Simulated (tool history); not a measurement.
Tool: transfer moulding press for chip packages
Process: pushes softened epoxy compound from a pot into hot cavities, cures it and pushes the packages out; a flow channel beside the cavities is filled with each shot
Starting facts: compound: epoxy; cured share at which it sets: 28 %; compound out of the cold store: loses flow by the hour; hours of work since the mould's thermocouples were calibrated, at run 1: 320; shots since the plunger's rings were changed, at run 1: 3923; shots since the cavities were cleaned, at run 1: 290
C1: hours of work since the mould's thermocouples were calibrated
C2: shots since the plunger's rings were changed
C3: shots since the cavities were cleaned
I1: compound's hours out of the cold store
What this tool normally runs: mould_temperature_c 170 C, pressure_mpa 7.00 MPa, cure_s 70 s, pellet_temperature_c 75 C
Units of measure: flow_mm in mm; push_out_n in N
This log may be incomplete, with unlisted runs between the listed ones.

{"run": 1, "hour": 0.0, "mould_temperature_c": 170, "pressure_mpa": 7.0, "cure_s": 70, "pellet_temperature_c": 75, "C1": 320, "C2": 3923, "C3": 290, "I1": 35.1, "flow_mm": 538, "push_out_n": 412}
{"hour": 19.4, "done": "cavities cleaned with cleaning compound and waxed"}
{"run": 2, "hour": 22.2, "mould_temperature_c": 170, "pressure_mpa": 7.0, "cure_s": 70, "pellet_temperature_c": 75, "C1": 333, "C2": 4250, "C3": 44, "I1": 44.9, "flow_mm": 504, "push_out_n": 346}
{"hour": 49.9, "done": "mould's thermocouples calibrated"}
{"run": 3, "hour": 50.4, "mould_temperature_c": 166, "pressure_mpa": 7.0, "cure_s": 70, "pellet_temperature_c": 75, "C1": 0, "C2": 4665, "C3": 459, "I1": 25.3, "flow_mm": 563, "push_out_n": 547}
{"hour": 60.4, "done": "cavities cleaned with cleaning compound and waxed"}
{"run": 4, "hour": 80.1, "mould_temperature_c": 170, "pressure_mpa": 7.0, "cure_s": 90, "pellet_temperature_c": 75, "C1": 18, "C2": 5111, "C3": 313, "I1": 45.4, "flow_mm": 496, "push_out_n": 341}
{"hour": 99.4, "done": "cavities cleaned with cleaning compound and waxed"}
{"run": 5, "hour": 107.2, "mould_temperature_c": 170, "pressure_mpa": 7.0, "cure_s": 90, "pellet_temperature_c": 75, "C1": 35, "C2": 5515, "C3": 124, "I1": 16.6, "flow_mm": 575, "push_out_n": 316}
{"run": 6, "hour": 129.9, "mould_temperature_c": 170, "pressure_mpa": 5.83, "cure_s": 70, "pellet_temperature_c": 75, "C1": 49, "C2": 5874, "C3": 483, "I1": 37.4, "flow_mm": 473, "push_out_n": 430}
{"hour": 136.3, "done": "cavities cleaned with cleaning compound and waxed"}
{"run": 7, "hour": 152.9, "mould_temperature_c": 170, "pressure_mpa": 5.83, "cure_s": 70, "pellet_temperature_c": 75, "C1": 63, "C2": 6213, "C3": 263, "I1": 11.2, "flow_mm": 534, "push_out_n": 406}
{"hour": 159.3, "done": "plunger's sealing rings changed"}
{"run": 8, "hour": 168.3, "mould_temperature_c": 170, "pressure_mpa": 7.0, "cure_s": 70, "pellet_temperature_c": 75, "C1": 71, "C2": 142, "C3": 468, "I1": 39.6, "flow_mm": 554, "push_out_n": 420}
{"hour": 176.5, "done": "cavities cleaned with cleaning compound and waxed"}
{"hour": 201.2, "done": "mould's thermocouples calibrated, once more"}
{"run": 9, "hour": 202.3, "mould_temperature_c": 170, "pressure_mpa": 7.0, "cure_s": 70, "pellet_temperature_c": 75, "C1": 1, "C2": 624, "C3": 377, "I1": 33.6, "flow_mm": 569, "push_out_n": 422}
{"hour": 217.4, "done": "cavities cleaned with cleaning compound and waxed"}
{"run": 10, "hour": 229.3, "mould_temperature_c": 170, "pressure_mpa": 7.0, "cure_s": 70, "pellet_temperature_c": 75, "C1": 17, "C2": 1028, "C3": 190, "I1": 45.9, "flow_mm": 528, "push_out_n": 385}
{"run": 11, "hour": 249.9, "mould_temperature_c": 171, "pressure_mpa": 7.0, "cure_s": 70, "pellet_temperature_c": 75, "C1": 30, "C2": 1353, "C3": 515, "I1": 20.6, "flow_mm": 598, "push_out_n": 456}
{"hour": 255.5, "done": "cavities cleaned with cleaning compound and waxed"}
{"run": 12, "hour": 279.8, "mould_temperature_c": 170, "pressure_mpa": 7.0, "cure_s": 70, "pellet_temperature_c": 75, "C1": 48, "C2": 1801, "C3": 384, "I1": 19.2, "flow_mm": 601, "push_out_n": 447}
{"hour": 292.5, "done": "cavities cleaned with cleaning compound and waxed"}
{"run": 13, "hour": 303.2, "mould_temperature_c": 170, "pressure_mpa": 7.0, "cure_s": 70, "pellet_temperature_c": 75, "C1": 62, "C2": 2147, "C3": 169, "I1": 37.0, "flow_mm": 546, "push_out_n": 400}
{"run": 14, "hour": 323.5, "mould_temperature_c": 166, "pressure_mpa": 7.0, "cure_s": 97, "pellet_temperature_c": 74, "C1": 75, "C2": 2468, "C3": 490, "I1": 21.1, "flow_mm": 597, "push_out_n": 381}
{"hour": 330.1, "done": "cavities cleaned with cleaning compound and waxed"}
{"run": 15, "hour": 344.7, "mould_temperature_c": 170, "pressure_mpa": 8.6, "cure_s": 69, "pellet_temperature_c": 72, "C1": 88, "C2": 2781, "C3": 231, "I1": 25.8, "flow_mm": 630, "push_out_n": 411}
{"hour": 367.4, "done": "cavities cleaned with cleaning compound and waxed"}
{"run": 16, "hour": 371.0, "mould_temperature_c": 171, "pressure_mpa": 6.88, "cure_s": 74, "pellet_temperature_c": 70, "C1": 104, "C2": 3172, "C3": 56, "I1": 38.6, "flow_mm": 530, "push_out_n": 340}
{"run": 17, "hour": 391.6, "mould_temperature_c": 162, "pressure_mpa": 6.88, "cure_s": 59, "pellet_temperature_c": 77, "C1": 117, "C2": 3498, "C3": 382, "I1": 44.3, "flow_mm": 524, "push_out_n": 957}

Run 18 comes next. What will it give?
{"hour": 405.6, "done": "cavities cleaned with cleaning compound and waxed"}
{"run": 18, "hour": 420.4, "mould_temperature_c": 162, "pressure_mpa": 6.88, "cure_s": 59, "pellet_temperature_c": 77, "C1": 134, "C2": 3929, "C3": 234, "I1": 22.1, "flow_mm": "?", "push_out_n": "?"}

Run 18 gave flow_mm 587 mm, push_out_n 1024 N.
With the hidden condition absent and the run-to-run variation left alone, this run would have shown flow_mm 621 mm, push_out_n 887 N.
